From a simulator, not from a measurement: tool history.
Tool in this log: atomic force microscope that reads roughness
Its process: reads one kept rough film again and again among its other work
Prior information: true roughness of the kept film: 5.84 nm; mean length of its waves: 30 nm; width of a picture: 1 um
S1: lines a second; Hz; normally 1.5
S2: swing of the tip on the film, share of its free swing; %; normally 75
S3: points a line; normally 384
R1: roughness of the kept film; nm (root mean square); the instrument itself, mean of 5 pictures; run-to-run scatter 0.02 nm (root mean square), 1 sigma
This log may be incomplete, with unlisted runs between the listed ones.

{"run": 1, "hour": 0.0, "S1": 1.5, "S2": 75, "S3": 384, "R1": 3.656}
{"run": 2, "hour": 11.4, "S1": 1.5, "S2": 75, "S3": 384, "R1": 3.59}
{"run": 3, "hour": 22.3, "S1": 1.5, "S2": 75, "S3": 384, "R1": 3.564}
{"hour": 31.6, "done": "new tip fitted"}
{"run": 4, "hour": 44.3, "S1": 1.5, "S2": 75, "S3": 458, "R1": 4.643}
{"run": 5, "hour": 60.1, "S1": 1.5, "S2": 75, "S3": 458, "R1": 4.467}
{"run": 6, "hour": 82.3, "S1": 1.5, "S2": 75, "S3": 458, "R1": 4.33}
{"run": 7, "hour": 101.2, "S1": 1.5, "S2": 75, "S3": 458, "R1": 4.121}
{"run": 8, "hour": 120.2, "S1": 1.5, "S2": 75, "S3": 384, "R1": 4.013}
{"run": 9, "hour": 141.3, "S1": 1.5, "S2": 75, "S3": 384, "R1": 3.841}
{"run": 10, "hour": 156.4, "S1": 1.5, "S2": 75, "S3": 384, "R1": 3.74}
{"run": 11, "hour": 166.7, "S1": 1.5, "S2": 75, "S3": 384, "R1": 3.691}
{"run": 12, "hour": 178.0, "S1": 1.5, "S2": 75, "S3": 384, "R1": 3.603}
{"hour": 188.3, "done": "new tip fitted"}
{"run": 13, "hour": 197.6, "S1": 1.5, "S2": 75, "S3": 384, "R1": 4.62}
{"run": 14, "hour": 214.3, "S1": 1.5, "S2": 75, "S3": 384, "R1": 4.467}
{"run": 15, "hour": 230.5, "S1": 1.5, "S2": 75, "S3": 384, "R1": 4.332}
{"run": 16, "hour": 251.5, "S1": 1.5, "S2": 75, "S3": 384, "R1": 4.174}
{"run": 17, "hour": 268.2, "S1": 1.5, "S2": 75, "S3": 384, "R1": 4.009}
{"run": 18, "hour": 287.6, "S1": 1.5, "S2": 75, "S3": 384, "R1": 3.896}
{"run": 19, "hour": 304.2, "S1": 2.3, "S2": 75, "S3": 384, "R1": 3.669}
{"hour": 307.4, "done": "height scale calibrated on a step standard"}
{"run": 20, "hour": 327.4, "S1": 1.5, "S2": 81, "S3": 302, "R1": 3.514}
{"hour": 345.6, "done": "new tip fitted"}
{"run": 21, "hour": 350.8, "S1": 1.5, "S2": 81, "S3": 302, "R1": 4.475}
{"run": 22, "hour": 374.9, "S1": 1.5, "S2": 67, "S3": 259, "R1": 4.507}
{"run": 23, "hour": 399.6, "S1": 1.04, "S2": 55, "S3": 879, "R1": 4.491}
{"run": 24, "hour": 416.9, "S1": 1.04, "S2": 55, "S3": 879, "R1": 4.302}
{"hour": 429.9, "done": "height scale calibrated on a step standard, once more"}
{"run": 25, "hour": 431.6, "S1": 2.48, "S2": 59, "S3": 591, "R1": 4.159}
{"run": 26, "hour": 446.3, "S1": 1.12, "S2": 61, "S3": 425, "R1": 4.116}
{"run": 27, "hour": 463.5, "S1": 1.12, "S2": 61, "S3": 425, "R1": 4.017}
{"run": 28, "hour": 483.6, "S1": 0.53, "S2": 82, "S3": 633, "R1": 3.832}
{"hour": 503.0, "done": "new tip fitted"}
{"run": 29, "hour": 506.0, "S1": 1.5, "S2": 84, "S3": 370, "R1": 4.562}
{"run": 30, "hour": 529.6, "S1": 1.5, "S2": 84, "S3": 370, "R1": 4.36}
{"run": 31, "hour": 552.3, "S1": 2.16, "S2": 59, "S3": 329, "R1": 4.485}
{"run": 32, "hour": 575.0, "S1": 3.51, "S2": 76, "S3": 390, "R1": 3.796}
{"run": 33, "hour": 594.5, "S1": 1.5, "S2": 81, "S3": 384, "R1": 3.892}
{"run": 34, "hour": 614.5, "S1": 1.5, "S2": 81, "S3": 384, "R1": 3.781}
{"run": 35, "hour": 633.9, "S1": 1.5, "S2": 81, "S3": 384, "R1": 3.668}
{"run": 36, "hour": 656.0, "S1": 2.8, "S2": 75, "S3": 414, "R1": 3.404}
{"hour": 658.4, "done": "new tip fitted"}
{"run": 37, "hour": 676.5, "S1": 2.8, "S2": 75, "S3": 414, "R1": 4.331}

Each row is a separate what-if for the run after 37, all from the same tool condition, not one after another. Results?
{"run": "A", "hour": 695.3, "S1": 2.8, "S2": 87, "S3": 414, "R1": "?"}
{"run": "B", "hour": 695.3, "S1": 0.8, "S2": 75, "S3": 809, "R1": "?"}
{"run": "C", "hour": 695.3, "S1": 1.5, "S2": 60, "S3": 384, "R1": "?"}

run=A R1=3.829
run=B R1=4.63
run=C R1=4.591
Had the tool no hidden state, the same runs would have come out as:
run=A R1=4.157
run=B R1=5.025
run=C R1=4.984
